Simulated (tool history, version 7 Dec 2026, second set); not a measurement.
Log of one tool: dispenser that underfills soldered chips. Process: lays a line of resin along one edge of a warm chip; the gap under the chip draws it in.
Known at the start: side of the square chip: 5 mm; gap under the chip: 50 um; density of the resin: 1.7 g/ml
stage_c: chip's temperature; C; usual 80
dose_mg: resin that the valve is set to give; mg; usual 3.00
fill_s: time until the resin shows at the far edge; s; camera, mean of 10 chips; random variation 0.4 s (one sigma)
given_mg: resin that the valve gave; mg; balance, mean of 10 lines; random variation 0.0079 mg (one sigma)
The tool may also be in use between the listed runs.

{"run": 1, "hour": 0.0, "stage_c": 80, "dose_mg": 3.0, "fill_s": 30.9, "given_mg": 2.944}
{"hour": 5.5, "done": "dispensing valve cleaned and set on the balance"}
{"run": 2, "hour": 5.5, "stage_c": 80, "dose_mg": 3.0, "fill_s": 35.0, "given_mg": 3.018}
{"run": 3, "hour": 9.2, "stage_c": 87, "dose_mg": 3.0, "fill_s": 31.7, "given_mg": 2.991}
{"hour": 12.1, "done": "new syringe of resin"}
{"run": 4, "hour": 12.9, "stage_c": 87, "dose_mg": 3.26, "fill_s": 22.4, "given_mg": 3.267}
{"run": 5, "hour": 15.8, "stage_c": 87, "dose_mg": 3.26, "fill_s": 25.8, "given_mg": 3.257}
{"run": 6, "hour": 18.1, "stage_c": 87, "dose_mg": 3.26, "fill_s": 26.6, "given_mg": 3.268}
{"run": 7, "hour": 21.8, "stage_c": 87, "dose_mg": 3.26, "fill_s": 29.1, "given_mg": 3.247}
{"hour": 26.5, "done": "new syringe of resin"}
{"run": 8, "hour": 27.4, "stage_c": 87, "dose_mg": 3.26, "fill_s": 22.8, "given_mg": 3.261}
{"run": 9, "hour": 32.2, "stage_c": 87, "dose_mg": 3.26, "fill_s": 27.2, "given_mg": 3.243}
{"run": 10, "hour": 36.3, "stage_c": 87, "dose_mg": 3.26, "fill_s": 30.1, "given_mg": 3.243}
{"run": 11, "hour": 40.0, "stage_c": 65, "dose_mg": 3.26, "fill_s": 64.5, "given_mg": 3.243}
{"hour": 40.7, "done": "new syringe of resin"}
{"run": 12, "hour": 43.1, "stage_c": 65, "dose_mg": 3.26, "fill_s": 46.2, "given_mg": 3.229}
{"run": 13, "hour": 46.9, "stage_c": 80, "dose_mg": 3.26, "fill_s": 32.4, "given_mg": 3.226}
{"run": 14, "hour": 50.7, "stage_c": 80, "dose_mg": 3.0, "fill_s": 37.5, "given_mg": 2.956}
{"run": 15, "hour": 53.5, "stage_c": 80, "dose_mg": 3.0, "fill_s": 40.0, "given_mg": 2.974}
{"hour": 54.9, "done": "new syringe of resin"}
{"run": 16, "hour": 58.5, "stage_c": 80, "dose_mg": 3.0, "fill_s": 30.3, "given_mg": 2.966}
{"run": 17, "hour": 62.8, "stage_c": 80, "dose_mg": 3.0, "fill_s": 35.2, "given_mg": 2.963}
{"run": 18, "hour": 65.8, "stage_c": 80, "dose_mg": 3.0, "fill_s": 38.4, "given_mg": 2.965}
{"hour": 69.5, "done": "new syringe of resin"}
{"run": 19, "hour": 71.2, "stage_c": 85, "dose_mg": 2.88, "fill_s": 25.9, "given_mg": 2.829}
{"run": 20, "hour": 74.4, "stage_c": 71, "dose_mg": 3.67, "fill_s": 40.8, "given_mg": 3.598}
{"hour": 78.8, "done": "dispensing valve cleaned and set on the balance"}
{"run": 21, "hour": 80.0, "stage_c": 85, "dose_mg": 2.91, "fill_s": 31.5, "given_mg": 2.909}
{"hour": 84.7, "done": "new syringe of resin"}
{"run": 22, "hour": 84.7, "stage_c": 72, "dose_mg": 3.0, "fill_s": 36.4, "given_mg": 2.989}
{"run": 23, "hour": 88.2, "stage_c": 73, "dose_mg": 3.83, "fill_s": 37.7, "given_mg": 3.827}
{"run": 24, "hour": 93.6, "stage_c": 66, "dose_mg": 3.25, "fill_s": 55.4, "given_mg": 3.247}
{"run": 25, "hour": 97.4, "stage_c": 67, "dose_mg": 3.63, "fill_s": 58.9, "given_mg": 3.615}
{"hour": 99.4, "done": "new syringe of resin"}
{"run": 26, "hour": 100.9, "stage_c": 82, "dose_mg": 3.48, "fill_s": 26.6, "given_mg": 3.456}
{"run": 27, "hour": 104.5, "stage_c": 83, "dose_mg": 3.25, "fill_s": 29.3, "given_mg": 3.233}
{"run": 28, "hour": 108.6, "stage_c": 76, "dose_mg": 3.02, "fill_s": 41.2, "given_mg": 3.007}
{"run": 29, "hour": 112.5, "stage_c": 80, "dose_mg": 3.35, "fill_s": 40.3, "given_mg": 3.327}
{"hour": 113.6, "done": "new syringe of resin"}
{"run": 30, "hour": 117.4, "stage_c": 90, "dose_mg": 2.53, "fill_s": 24.0, "given_mg": 2.508}
{"run": 31, "hour": 119.8, "stage_c": 90, "dose_mg": 2.53, "fill_s": 26.3, "given_mg": 2.5}
{"run": 32, "hour": 125.0, "stage_c": 82, "dose_mg": 3.06, "fill_s": 37.1, "given_mg": 3.012}
{"run": 33, "hour": 127.5, "stage_c": 88, "dose_mg": 2.88, "fill_s": 34.9, "given_mg": 2.85}
{"hour": 128.2, "done": "new syringe of resin"}
{"run": 34, "hour": 131.3, "stage_c": 80, "dose_mg": 3.39, "fill_s": 30.7, "given_mg": 3.348}
{"run": 35, "hour": 134.7, "stage_c": 78, "dose_mg": 3.4, "fill_s": 35.2, "given_mg": 3.349}
{"run": 36, "hour": 137.2, "stage_c": 95, "dose_mg": 3.4, "fill_s": 24.2, "given_mg": 3.35}

4 ways to go on from here, each from the tool as it stands after run 36. What would each give?
{"run": "A", "hour": 139.6, "stage_c": 80, "dose_mg": 3.21, "fill_s": "?", "given_mg": "?"}
{"run": "B", "hour": 139.6, "stage_c": 92, "dose_mg": 3.0, "fill_s": "?", "given_mg": "?"}
{"run": "C", "hour": 139.6, "stage_c": 95, "dose_mg": 2.56, "fill_s": "?", "given_mg": "?"}
{"run": "D", "hour": 139.6, "stage_c": 71, "dose_mg": 3.38, "fill_s": "?", "given_mg": "?"}

run=A fill_s=39.5 given_mg=3.164
run=B fill_s=28.9 given_mg=2.958
run=C fill_s=27.6 given_mg=2.534
run=D fill_s=51.4 given_mg=3.340
Without the tool's hidden state the same runs would have given:
run=A fill_s=26.8 given_mg=3.207
run=B fill_s=19.6 given_mg=2.999
run=C fill_s=18.6 given_mg=2.569
run=D fill_s=34.6 given_mg=3.386
